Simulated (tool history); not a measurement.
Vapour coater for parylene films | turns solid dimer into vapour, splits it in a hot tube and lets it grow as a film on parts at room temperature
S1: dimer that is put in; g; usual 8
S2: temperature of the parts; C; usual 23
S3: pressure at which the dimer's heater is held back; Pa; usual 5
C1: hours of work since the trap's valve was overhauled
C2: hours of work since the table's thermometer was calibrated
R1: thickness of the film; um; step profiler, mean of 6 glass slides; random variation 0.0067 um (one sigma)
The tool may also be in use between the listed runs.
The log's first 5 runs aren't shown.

{"run": 6, "hour": 243.5, "S1": 4, "S2": 23, "S3": 5, "C1": 352, "C2": 300, "R1": 0.691}
{"run": 7, "hour": 312.8, "S1": 4, "S2": 23, "S3": 5, "C1": 385, "C2": 332, "R1": 0.683}
{"run": 8, "hour": 383.3, "S1": 4, "S2": 23, "S3": 5, "C1": 418, "C2": 365, "R1": 0.685}
{"run": 9, "hour": 446.1, "S1": 12, "S2": 23, "S3": 5, "C1": 447, "C2": 395, "R1": 2.04}
{"run": 10, "hour": 488.9, "S1": 12, "S2": 23, "S3": 5, "C1": 467, "C2": 415, "R1": 2.015}
{"run": 11, "hour": 572.7, "S1": 8, "S2": 23, "S3": 5, "C1": 506, "C2": 454, "R1": 1.341}
{"hour": 589.9, "done": "trap's valve overhauled"}
{"run": 12, "hour": 614.2, "S1": 8, "S2": 23, "S3": 5, "C1": 11, "C2": 472, "R1": 1.471}
{"run": 13, "hour": 654.8, "S1": 8, "S2": 23, "S3": 5, "C1": 30, "C2": 491, "R1": 1.47}
{"run": 14, "hour": 699.9, "S1": 8, "S2": 24, "S3": 5, "C1": 51, "C2": 512, "R1": 1.406}
{"run": 15, "hour": 751.9, "S1": 8, "S2": 24, "S3": 5, "C1": 76, "C2": 536, "R1": 1.414}
{"run": 16, "hour": 829.0, "S1": 8, "S2": 24, "S3": 5, "C1": 112, "C2": 572, "R1": 1.4}
{"run": 17, "hour": 868.0, "S1": 8, "S2": 23, "S3": 2.74, "C1": 130, "C2": 590, "R1": 1.629}
{"run": 18, "hour": 930.2, "S1": 8, "S2": 35, "S3": 5, "C1": 159, "C2": 620, "R1": 1.013}
{"run": 19, "hour": 1010.8, "S1": 5, "S2": 31, "S3": 5, "C1": 197, "C2": 657, "R1": 0.698}
{"run": 20, "hour": 1052.4, "S1": 5, "S2": 31, "S3": 5, "C1": 216, "C2": 677, "R1": 0.7}
{"run": 21, "hour": 1127.5, "S1": 5, "S2": 31, "S3": 5, "C1": 252, "C2": 712, "R1": 0.695}
{"run": 22, "hour": 1184.9, "S1": 7, "S2": 22, "S3": 5, "C1": 278, "C2": 739, "R1": 1.266}

The next listed run, before its measurement:
{"run": 23, "hour": 1252.1, "S1": 7, "S2": 22, "S3": 5, "C1": 310, "C2": 770, "R1": "?"}

R1: 1.248 um
Without the tool's hidden state the same run would have given R1 1.328 um.

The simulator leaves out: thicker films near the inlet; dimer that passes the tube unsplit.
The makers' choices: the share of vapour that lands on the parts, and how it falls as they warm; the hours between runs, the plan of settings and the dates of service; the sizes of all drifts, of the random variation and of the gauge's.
